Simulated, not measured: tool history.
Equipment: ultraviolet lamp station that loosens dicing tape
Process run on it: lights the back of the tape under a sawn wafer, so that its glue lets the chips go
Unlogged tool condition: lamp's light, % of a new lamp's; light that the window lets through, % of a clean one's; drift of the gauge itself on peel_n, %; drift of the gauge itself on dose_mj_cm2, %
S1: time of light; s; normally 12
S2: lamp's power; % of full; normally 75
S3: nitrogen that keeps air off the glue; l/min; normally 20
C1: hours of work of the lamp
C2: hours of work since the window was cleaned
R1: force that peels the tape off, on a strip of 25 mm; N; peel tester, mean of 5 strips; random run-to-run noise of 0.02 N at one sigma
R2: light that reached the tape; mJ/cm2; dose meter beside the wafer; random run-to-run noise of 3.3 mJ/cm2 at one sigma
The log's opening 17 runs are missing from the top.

| run | hour | S1 | S2 | S3 | C1 | C2 | R1 | R2 |
|---|---|---|---|---|---|---|---|---|
| 18 | 180.7 | 12 | 75 | 11 | 301 | 17 | 1.495 | 515 |
| 19 | 189.6 | 12 | 75 | 11 | 306 | 22 | 1.51 | 517 |
| 20 | 197.5 | 12 | 75 | 11 | 310 | 26 | 1.43 | 506 |
| 21 | 209 | 12 | 75 | 17 | 316 | 33 | 1.087 | 515 |
| 22 | 217.6 | 8 | 75 | 17 | 321 | 37 | 2.217 | 341 |
| 23 | 226.2 | 8 | 75 | 17 | 326 | 42 | 2.272 | 347 |
| 24 | 238.2 | 8 | 75 | 17 | 333 | 49 | 2.271 | 339 |
| 25 | 245.9 | 9 | 64 | 17 | 337 | 53 | 2.45 | 327 |
| 26 | 254.9 | 12 | 64 | 40 | 342 | 58 | 0.887 | 441 |
| 27 | 260.4 | 12 | 64 | 40 | 345 | 61 | 0.911 | 438 |
| 28 | 269.8 | 12 | 64 | 40 | 350 | 66 | 0.903 | 441 |
| 29 | 277.3 | 12 | 64 | 40 | 354 | 70 | 0.901 | 436 |
| 30 | 283.4 | 16 | 77 | 8 | 358 | 74 | 0.997 | 698 |
| 31 | 292.9 | 7 | 75 | 15 | 363 | 79 | 2.906 | 302 |
| 32 | 300.8 | 10 | 75 | 20 | 367 | 84 | 1.401 | 430 |
| 33 | 312.6 | 10 | 61 | 24 | 374 | 90 | 1.816 | 349 |
| 34 | 325.2 | 12 | 75 | 7 | 381 | 97 | 2.07 | 515 |
| 35 | 335.9 | 6 | 61 | 7 | 387 | 103 | 5.396 | 208 |
| 36 | 348.6 | 12 | 63 | 21 | 394 | 110 | 1.306 | 432 |
| 37 | 361.6 | 7 | 70 | 20 | 401 | 117 | 2.892 | 278 |
| 38 | 369.5 | 19 | 77 | 20 | 405 | 122 | 0.29 | 829 |
| 39 | 377.9 | 19 | 77 | 13 | 410 | 126 | 0.416 | 834 |
| 40 | 386.4 | 12 | 70 | 14 | 415 | 131 | 1.435 | 475 |
| 41 | 394.6 | 11 | 75 | 8 | 419 | 135 | 2.141 | 467 |
| 42 | 405.9 | 24 | 79 | 8 | 426 | 142 | 0.334 | 1083 |

Predict each of these 5 candidate next runs independently; none follows another, all start after run 42:
| A | 413.9 | 19 | 82 | 21 | 430 | 146 | ? | ? |
| B | 413.9 | 24 | 82 | 15 | 430 | 146 | ? | ? |
| C | 413.9 | 7 | 79 | 8 | 430 | 146 | ? | ? |
| D | 413.9 | 24 | 79 | 7 | 430 | 146 | ? | ? |
| E | 413.9 | 8 | 79 | 14 | 430 | 146 | ? | ? |

| run | R1 | R2 |
|---|---|---|
| A | 0.24 | 891 |
| B | 0.173 | 1121 |
| C | 3.588 | 315 |
| D | 0.393 | 1088 |
| E | 2.245 | 364 |
The same runs, with their run-to-run variation unchanged, on a tool lacking any hidden condition would have given:
| run | R1 | R2 |
|---|---|---|
| A | 0.24 | 891 |
| B | 0.172 | 1121 |
| C | 3.585 | 316 |
| D | 0.392 | 1089 |
| E | 2.243 | 364 |
